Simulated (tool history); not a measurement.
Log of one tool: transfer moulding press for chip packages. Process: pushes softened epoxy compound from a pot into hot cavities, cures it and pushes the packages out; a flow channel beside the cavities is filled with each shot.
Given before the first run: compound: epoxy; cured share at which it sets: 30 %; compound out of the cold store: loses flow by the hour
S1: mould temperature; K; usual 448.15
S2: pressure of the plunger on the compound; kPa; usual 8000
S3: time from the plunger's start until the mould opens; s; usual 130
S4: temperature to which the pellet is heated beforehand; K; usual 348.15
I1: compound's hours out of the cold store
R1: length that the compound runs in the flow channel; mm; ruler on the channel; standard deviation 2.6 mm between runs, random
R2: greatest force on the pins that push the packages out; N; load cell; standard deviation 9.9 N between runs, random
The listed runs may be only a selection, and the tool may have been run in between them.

run	day	S1	S2	S3	S4	I1	R1	R2
1	0	448.15	8000	130	348.15	29.9	710	748
# day 0.65: cavities cleaned with cleaning compound and waxed
2	1.454	448.15	8000	130	348.15	31.9	704	539
3	2.996	448.15	8000	130	348.15	37.6	691	621
4	5.304	448.15	8000	130	348.15	21.9	716	736
# day 6.462: cavities cleaned with cleaning compound and waxed
5	6.775	444.15	8000	130	348.15	14.4	745	626
6	8.321	448.15	8000	130	348.15	37.9	687	600
7	9.571	448.15	8000	130	348.15	16.8	722	684
# day 12.242: cavities cleaned with cleaning compound and waxed
8	12.388	448.15	8000	153	348.15	24.3	707	424
9	13.717	448.15	8000	130	348.15	10.1	732	577
10	16.112	448.15	8000	130	348.15	41.2	666	694
# day 16.929: plunger's sealing rings changed
11	17.562	448.15	8000	130	348.15	8.4	786	796
# day 18.042: cavities cleaned with cleaning compound and waxed
12	18.829	448.15	8960	130	348.15	39.9	760	506
13	20.65	448.15	8960	130	348.15	13.9	811	663
14	23.179	448.15	8000	130	346.15	13.5	768	755
# day 23.846: cavities cleaned with cleaning compound and waxed
15	25.092	448.15	8000	130	346.15	8.4	775	570
16	26.804	453.15	7570	116	351.15	22.6	709	635
17	28.75	450.15	6810	116	351.15	33.6	657	774
# day 29.683: cavities cleaned with cleaning compound and waxed
18	31.212	450.15	6810	116	351.15	16	683	619
19	32.629	450.15	6810	116	351.15	19.6	678	699
20	34.754	448.15	7840	158	347.15	11.1	749	696
# day 35.504: cavities cleaned with cleaning compound and waxed
21	37.592	448.15	6360	158	347.15	44.2	614	577
22	39.692	447.15	6360	158	347.15	24.6	647	641
23	41.046	447.15	8760	158	352.15	20.6	768	677
# day 41.367: cavities cleaned with cleaning compound and waxed
24	43.696	448.15	8000	130	356.15	27.1	707	612
25	45.746	448.15	8000	130	356.15	39.6	684	722
# day 47.088: cavities cleaned with cleaning compound and waxed
26	48.046	448.15	8000	130	356.15	15.3	724	556
27	50.442	453.15	8000	130	350.15	46.1	655	621
28	52.171	450.15	8000	157	350.15	14.9	715	665
# day 52.804: cavities cleaned with cleaning compound and waxed
# day 53.712: mould's thermocouples calibrated
29	53.712	450.15	8000	157	350.15	29.8	691	486

Below are 3 alternative next runs, each starting from the tool's condition after run 29. Predict each:
A	54.896	448.15	8000	130	341.15	44.1	?	?
B	54.896	450.15	8000	116	350.15	43	?	?
C	54.896	440.15	8550	130	348.15	44.3	?	?

run	R1	R2
A	672	616
B	667	636
C	720	1035
Without the tool's hidden state the same runs would have given:
run	R1	R2
A	720	440
B	715	454
C	771	728

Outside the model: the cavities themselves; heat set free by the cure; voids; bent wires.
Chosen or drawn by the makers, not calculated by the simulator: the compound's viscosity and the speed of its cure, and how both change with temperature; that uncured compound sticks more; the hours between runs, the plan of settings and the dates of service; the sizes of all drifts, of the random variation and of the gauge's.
